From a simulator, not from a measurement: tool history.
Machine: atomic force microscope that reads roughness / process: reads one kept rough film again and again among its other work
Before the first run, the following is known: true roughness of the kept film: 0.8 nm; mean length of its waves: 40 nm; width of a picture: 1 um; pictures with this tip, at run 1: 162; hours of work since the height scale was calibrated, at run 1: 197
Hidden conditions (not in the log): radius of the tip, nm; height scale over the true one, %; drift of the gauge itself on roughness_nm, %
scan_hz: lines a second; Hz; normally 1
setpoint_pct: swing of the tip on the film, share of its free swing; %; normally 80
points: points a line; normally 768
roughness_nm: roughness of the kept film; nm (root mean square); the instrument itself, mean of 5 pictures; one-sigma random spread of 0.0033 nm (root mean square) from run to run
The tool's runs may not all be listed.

run   hour  scan_hz  setpoint_pct  points  pictures with this tip  hours of work since the height scale was calibrated  roughness_nm
  1      0        1            80     768                     162                                                  197         0.733
  2    8.5        1            80     768                     181                                                  202         0.727
  3   17.9        1            80     768                     202                                                  209         0.735
  4   23.8        1            80     768                     216                                                  213         0.729
  5   27.9        1            80     705                     225                                                  216         0.725
  6   36.6        1            80     705                     244                                                  222         0.726
  7   43.3        1            80     705                     260                                                  227         0.725
  8   49.3        1            80     770                     273                                                  231         0.724
  9   56.2        1            80     770                     289                                                  235         0.731
      57.6  -- height scale calibrated on a step standard
 10   61.1        1            80     770                     297                                                    2         0.728
 11   67.3        1            80     770                     311                                                    7         0.723
 12   72.1        1            80     768                     322                                                   10          0.73
 13   76.6        1            80     768                     332                                                   13         0.724
 14     82        1            80     768                     344                                                   17         0.724
 15   88.4        1            80     768                     359                                                   21         0.736
      89.7  -- new tip fitted
 16   97.3     3.85            80     355                      17                                                   27         0.642
 17  105.2     1.84            80     323                      34                                                   33         0.703
     111.6  -- height scale calibrated on a step standard, once more
 18  113.3     3.41            79     323                      51                                                    1         0.652
 19  119.7     2.66            59     735                      65                                                    6         0.745
 20  128.7     1.88            59     735                      85                                                   12         0.754
 21  133.7     1.45            67     348                      96                                                   15         0.744
 22  140.9     1.45            59     314                     113                                                   20         0.752
 23  148.4     0.82            73     630                     130                                                   25         0.752
 24  153.6      0.6            60     552                     141                                                   29         0.763
 25  163.2     1.26            87     552                     163                                                   36         0.705
 26  169.2     2.63            74     429                     176                                                   40         0.697
 27  174.2     0.93            78     768                     188                                                   43         0.734
 28  181.3     1.87            78     346                     204                                                   48         0.704
 29    189     1.87            78     346                     221                                                   54         0.702
 30  196.3     1.87            78     346                     237                                                   59         0.691

Predict each of these 5 candidate next runs independently; none follows another, all start after run 30:
  A  202.4     1.73            80     346                     251                                                   63             ?
  B  202.4     0.93            80     589                     251                                                   63             ?
  C  202.4     2.25            69     439                     251                                                   63             ?
  D  202.4     3.25            88     393                     251                                                   63             ?
  E  202.4        1            62     768                     251                                                   63             ?

run  roughness_nm
  A         0.697
  B         0.732
  C         0.716
  D         0.589
  E          0.76
What these runs would have given with no unlogged condition in the tool:
run  roughness_nm
  A         0.712
  B         0.748
  C         0.731
  D         0.601
  E         0.776

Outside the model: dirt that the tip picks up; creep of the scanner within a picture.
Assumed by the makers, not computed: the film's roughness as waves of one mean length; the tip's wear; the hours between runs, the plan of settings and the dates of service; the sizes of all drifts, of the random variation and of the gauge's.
